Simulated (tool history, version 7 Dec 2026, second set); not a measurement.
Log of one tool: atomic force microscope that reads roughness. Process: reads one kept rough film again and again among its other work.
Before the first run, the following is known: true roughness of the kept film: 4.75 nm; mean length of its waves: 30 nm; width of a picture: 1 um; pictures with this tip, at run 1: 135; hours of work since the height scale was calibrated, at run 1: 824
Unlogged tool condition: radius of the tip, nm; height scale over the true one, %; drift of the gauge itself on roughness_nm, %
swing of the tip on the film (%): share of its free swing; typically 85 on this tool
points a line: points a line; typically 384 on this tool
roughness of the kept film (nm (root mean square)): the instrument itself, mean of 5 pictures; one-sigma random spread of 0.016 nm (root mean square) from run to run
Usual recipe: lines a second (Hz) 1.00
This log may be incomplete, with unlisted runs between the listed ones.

run	hour	lines a second (Hz)	swing of the tip on the film (%)	points a line	pictures with this tip	hours of work since the height scale was calibrated	roughness of the kept film (nm (root mean square))
1	0.0	1.00	85	384	135	824	3.559
2	31.4	1.00	85	384	179	844	3.444
3	56.6	0.65	85	384	214	861	3.482
4	85.7	0.65	85	384	254	880	3.412
5	120.1	0.65	85	384	302	902	3.352
6	147.4	1.00	79	384	340	920	3.243
7	163.7	1.00	85	384	363	931	3.180
# hour 179.3: new tip fitted
8	191.0	1.00	85	384	17	948	3.858
9	223.8	1.00	85	505	62	970	3.745
10	257.1	0.56	85	384	108	991	3.757
11	285.7	2.39	85	384	148	1010	3.238
12	308.6	2.20	85	384	180	1025	3.237
13	333.1	2.20	85	384	214	1041	3.173
14	349.6	2.20	85	384	237	1052	3.145
15	381.9	2.20	85	384	282	1073	3.081
16	405.0	0.71	82	352	314	1088	3.356
17	431.6	0.71	82	352	351	1105	3.299
# hour 455.5: new tip fitted
18	464.8	0.71	82	352	13	1127	3.916
19	484.4	0.71	82	352	40	1140	3.862
20	501.7	3.58	88	290	64	1151	3.065
21	528.8	2.36	66	323	102	1169	3.646
22	545.0	3.07	62	384	124	1179	3.667
23	563.3	3.07	62	384	150	1191	3.578
24	586.8	0.84	85	743	182	1207	3.563
25	610.1	0.57	88	502	215	1222	3.546

Entry by entry between the runs, the difference in hidden state between the last listed run before and the first listed run after:
In the gap between runs 7 and 8: new tip fitted (hour 179.3)
  radius of the tip, nm: 19.4 -> 7.9; height scale over the true one, %: 1.16 -> 1.18
  measured value less the no-hidden-state value, roughness of the kept film (nm (root mean square)): -0.671 -> -0.016
In the gap between runs 17 and 18: new tip fitted (hour 455.5)
  radius of the tip, nm: 18.3 -> 7.7; height scale over the true one, %: 1.37 -> 1.4
  measured value less the no-hidden-state value, roughness of the kept film (nm (root mean square)): -0.624 -> +0.005
